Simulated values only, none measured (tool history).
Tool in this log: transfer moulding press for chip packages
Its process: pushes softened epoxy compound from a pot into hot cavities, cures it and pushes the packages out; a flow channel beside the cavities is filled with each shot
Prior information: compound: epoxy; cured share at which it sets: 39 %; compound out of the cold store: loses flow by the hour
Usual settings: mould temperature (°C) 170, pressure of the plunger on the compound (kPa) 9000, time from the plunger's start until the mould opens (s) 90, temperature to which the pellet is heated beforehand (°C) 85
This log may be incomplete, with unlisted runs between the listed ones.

run	hour	mould temperature (°C)	pressure of the plunger on the compound (kPa)	time from the plunger's start until the mould opens (s)	temperature to which the pellet is heated beforehand (°C)	incoming compound's hours out of the cold store	length that the compound runs in the flow channel (mm)	greatest force on the pins that push the packages out (N)
1	0.0	170	9000	90	85	32.0	791	525
# hour 45.4: cavities cleaned with cleaning compound and waxed
2	80.7	170	9000	90	85	14.1	815	795
# hour 88.7: cavities cleaned with cleaning compound and waxed
# hour 133.8: cavities cleaned with cleaning compound and waxed
3	143.2	170	9000	90	85	40.6	761	595
# hour 182.6: cavities cleaned with cleaning compound and waxed
4	202.5	170	9000	90	85	25.6	782	693
# hour 230.7: cavities cleaned with cleaning compound and waxed
# hour 277.3: cavities cleaned with cleaning compound and waxed
5	285.8	170	8320	90	85	9.0	773	592
# hour 322.0: cavities cleaned with cleaning compound and waxed
# hour 349.9: plunger's sealing rings changed
# hour 370.9: mould's thermocouples calibrated
# hour 372.4: cavities cleaned with cleaning compound and waxed
6	382.9	170	7260	90	85	28.0	714	627
# hour 418.6: cavities cleaned with cleaning compound and waxed
7	429.0	170	8420	90	85	19.6	784	619
# hour 466.1: cavities cleaned with cleaning compound and waxed
8	495.8	170	8420	124	85	21.5	771	627
# hour 514.1: cavities cleaned with cleaning compound and waxed
# hour 561.8: cavities cleaned with cleaning compound and waxed
9	583.3	170	9000	90	85	45.4	752	700
# hour 610.0: cavities cleaned with cleaning compound and waxed
10	649.1	170	9000	90	85	40.5	751	787
# hour 659.2: cavities cleaned with cleaning compound and waxed
11	691.5	170	9000	90	85	29.0	768	784
# hour 703.6: cavities cleaned with cleaning compound and waxed
# hour 749.9: plunger's sealing rings changed
# hour 751.4: cavities cleaned with cleaning compound and waxed
12	753.6	170	9000	90	85	23.2	812	514
# hour 799.2: cavities cleaned with cleaning compound and waxed
13	827.8	170	9000	90	85	14.7	820	778
# hour 844.8: cavities cleaned with cleaning compound and waxed
# hour 868.2: mould's thermocouples calibrated
14	883.9	170	9000	90	85	17.1	806	856
# hour 892.8: cavities cleaned with cleaning compound and waxed
# hour 936.2: cavities cleaned with cleaning compound and waxed
15	951.2	170	9000	90	85	36.5	768	695
# hour 980.3: cavities cleaned with cleaning compound and waxed
# hour 1027.3: cavities cleaned with cleaning compound and waxed
16	1044.6	169	9910	129	85	28.1	818	586
# hour 1073.5: cavities cleaned with cleaning compound and waxed
17	1099.9	174	8210	78	83	21.4	734	794
# hour 1121.0: cavities cleaned with cleaning compound and waxed
# hour 1148.8: plunger's sealing rings changed
# hour 1172.1: cavities cleaned with cleaning compound and waxed
18	1188.6	165	9760	110	89	39.9	828	632
# hour 1223.1: cavities cleaned with cleaning compound and waxed
19	1249.8	170	9000	90	89	24.3	797	741
# hour 1268.7: cavities cleaned with cleaning compound and waxed
20	1296.7	163	9000	111	89	40.1	789	733
# hour 1312.5: cavities cleaned with cleaning compound and waxed
# hour 1356.8: cavities cleaned with cleaning compound and waxed
# hour 1368.4: mould's thermocouples calibrated
21	1379.0	163	9000	111	89	38.8	786	726
# hour 1405.8: cavities cleaned with cleaning compound and waxed
# hour 1455.4: cavities cleaned with cleaning compound and waxed
22	1469.7	164	9000	72	89	47.9	756	1371
# hour 1504.1: cavities cleaned with cleaning compound and waxed
# hour 1548.0: plunger's sealing rings changed
# hour 1554.5: cavities cleaned with cleaning compound and waxed
23	1565.7	168	9000	119	85	24.2	806	529
# hour 1599.1: cavities cleaned with cleaning compound and waxed
# hour 1643.4: cavities cleaned with cleaning compound and waxed
24	1660.9	163	10420	90	85	19.3	888	1006
# hour 1688.9: cavities cleaned with cleaning compound and waxed
# hour 1736.2: cavities cleaned with cleaning compound and waxed
25	1755.6	174	9110	127	92	29.9	765	561

What if the next run were any one of these 3? Each begins from the tool's condition after run 25:
# hour 1785.8: cavities cleaned with cleaning compound and waxed
A	1822.4	174	8940	118	85	34.6	?	?
# hour 1785.8: cavities cleaned with cleaning compound and waxed
B	1822.4	165	9110	127	93	9.0	?	?
# hour 1785.8: cavities cleaned with cleaning compound and waxed
C	1822.4	177	8230	90	85	36.2	?	?

run	length that the compound runs in the flow channel (mm)	greatest force on the pins that push the packages out (N)
A	741	678
B	828	663
C	705	684
Without the tool's unlogged condition, the same runs would have read:
run	length that the compound runs in the flow channel (mm)	greatest force on the pins that push the packages out (N)
A	771	424
B	861	421
C	733	432
